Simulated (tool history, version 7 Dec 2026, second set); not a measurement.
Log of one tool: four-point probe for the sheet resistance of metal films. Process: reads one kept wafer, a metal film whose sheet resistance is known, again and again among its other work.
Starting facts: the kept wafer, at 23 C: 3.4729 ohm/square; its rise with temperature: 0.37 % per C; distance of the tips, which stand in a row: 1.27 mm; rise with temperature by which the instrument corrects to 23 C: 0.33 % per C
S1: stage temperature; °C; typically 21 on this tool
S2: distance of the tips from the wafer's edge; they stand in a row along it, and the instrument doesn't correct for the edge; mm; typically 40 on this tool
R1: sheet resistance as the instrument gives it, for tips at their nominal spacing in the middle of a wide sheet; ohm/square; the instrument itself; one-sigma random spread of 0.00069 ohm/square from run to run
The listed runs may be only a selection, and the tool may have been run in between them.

Run 1, hour 0.0: usual settings. Result: R1 3.481587 ohm/square.
Run 2, hour 25.2: usual settings but S1 25 °C. Result: R1 3.488795 ohm/square.
Run 3, hour 45.5: usual settings but S1 25 °C. Result: R1 3.487405 ohm/square.
Run 4, hour 69.3: usual settings but S1 25 °C. Result: R1 3.487995 ohm/square.
Run 5, hour 94.5: usual settings but S1 25 °C. Result: R1 3.486068 ohm/square.
Run 6, hour 114.2: usual settings but S1 32 °C. Result: R1 3.494658 ohm/square.
Run 7, hour 133.9: usual settings but S1 32 °C. Result: R1 3.494979 ohm/square.
Run 8, hour 149.5: usual settings. Result: R1 3.478898 ohm/square.
Run 9, hour 163.0: usual settings. Result: R1 3.478688 ohm/square.
Run 10, hour 182.6: usual settings but S1 31 °C. Result: R1 3.492983 ohm/square.
Run 11, hour 195.9: usual settings but S1 31 °C. Result: R1 3.492514 ohm/square.
Run 12, hour 218.8: usual settings but S2 9 mm. Result: R1 3.512644 ohm/square.
Run 13, hour 238.5: usual settings but S1 19 °C, S2 25 mm. Result: R1 3.476109 ohm/square.
Run 14, hour 268.5: usual settings but S1 24 °C, S2 32 mm. Result: R1 3.482671 ohm/square.
Run 15, hour 288.7: usual settings but S1 23 °C, S2 27 mm. Result: R1 3.480616 ohm/square.
Run 16, hour 316.9: usual settings but S1 23 °C, S2 27 mm. Result: R1 3.481127 ohm/square.
Run 17, hour 337.8: usual settings but S1 27 °C. Result: R1 3.484453 ohm/square.
Run 18, hour 356.2: usual settings but S1 35 °C, S2 49 mm. Result: R1 3.492329 ohm/square.
Run 19, hour 378.7: usual settings but S1 35 °C, S2 49 mm. Result: R1 3.493625 ohm/square.

Predict each of these 5 candidate next runs independently; none follows another, all start after run 19:
Run A, hour 393.9: usual settings but S1 18 °C, S2 4 mm. Result: R1 ?.
Run B, hour 393.9: usual settings but S1 28 °C, S2 69 mm. Result: R1 ?.
Run C, hour 393.9: usual settings but S1 19 °C, S2 9 mm. Result: R1 ?.
Run D, hour 393.9: usual settings but S1 19 °C, S2 10 mm. Result: R1 ?.
Run E, hour 393.9: usual settings but S1 25 °C, S2 20 mm. Result: R1 ?.

run        R1
  A  3.645395
  B  3.482466
  C  3.508228
  D  3.499806
  E  3.485816
Had the tool no hidden state, the same runs would have come out as:
run        R1
  A  3.642858
  B  3.480087
  C  3.505789
  D  3.497372
  E  3.483421
